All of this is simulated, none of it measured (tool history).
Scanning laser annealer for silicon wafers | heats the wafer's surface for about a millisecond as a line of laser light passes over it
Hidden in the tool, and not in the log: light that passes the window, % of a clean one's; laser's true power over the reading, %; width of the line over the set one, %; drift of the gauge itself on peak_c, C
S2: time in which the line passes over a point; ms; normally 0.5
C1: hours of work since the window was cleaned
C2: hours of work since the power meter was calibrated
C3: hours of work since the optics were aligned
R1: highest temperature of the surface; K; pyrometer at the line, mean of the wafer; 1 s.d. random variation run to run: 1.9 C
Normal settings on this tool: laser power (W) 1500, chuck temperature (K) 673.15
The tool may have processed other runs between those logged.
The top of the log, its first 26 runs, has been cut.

run 27 hour=320.7 | laser_power_(W)=1636 S2=0.539 chuck_temperature_(K)=676.15 | C1=329 C2=570 C3=39 | R1=1538.15
run 28 hour=334.9 | laser_power_(W)=1288 S2=0.594 chuck_temperature_(K)=653.15 | C1=338 C2=578 C3=47 | R1=1323.15
run 29 hour=349.7 | laser_power_(W)=1288 S2=0.594 chuck_temperature_(K)=653.15 | C1=346 C2=587 C3=56 | R1=1322.15
-- hour=358.6 optics aligned, line set to its width, once more
run 30 hour=369.6 | laser_power_(W)=1288 S2=0.594 chuck_temperature_(K)=653.15 | C1=355 C2=595 C3=6 | R1=1349.15
run 31 hour=384.8 | laser_power_(W)=1500 S2=0.468 chuck_temperature_(K)=673.15 | C1=364 C2=604 C3=15 | R1=1417.15
run 32 hour=399.1 | laser_power_(W)=1616 S2=0.468 chuck_temperature_(K)=668.15 | C1=372 C2=613 C3=24 | R1=1482.15
run 33 hour=416.8 | laser_power_(W)=1594 S2=0.42 chuck_temperature_(K)=646.15 | C1=382 C2=623 C3=34 | R1=1405.15
run 34 hour=429.7 | laser_power_(W)=1638 S2=0.42 chuck_temperature_(K)=689.15 | C1=390 C2=630 C3=41 | R1=1470.15
run 35 hour=437.6 | laser_power_(W)=1563 S2=0.611 chuck_temperature_(K)=708.15 | C1=394 C2=635 C3=46 | R1=1606.15

Run 36 comes next. What will it give?
run 36 hour=451.1 | laser_power_(W)=1462 S2=0.49 chuck_temperature_(K)=657.15 | C1=402 C2=643 C3=54 | R1=?

R1: 1393.15 K
Without the tool's hidden state the same run would have given R1 1412.15 K.
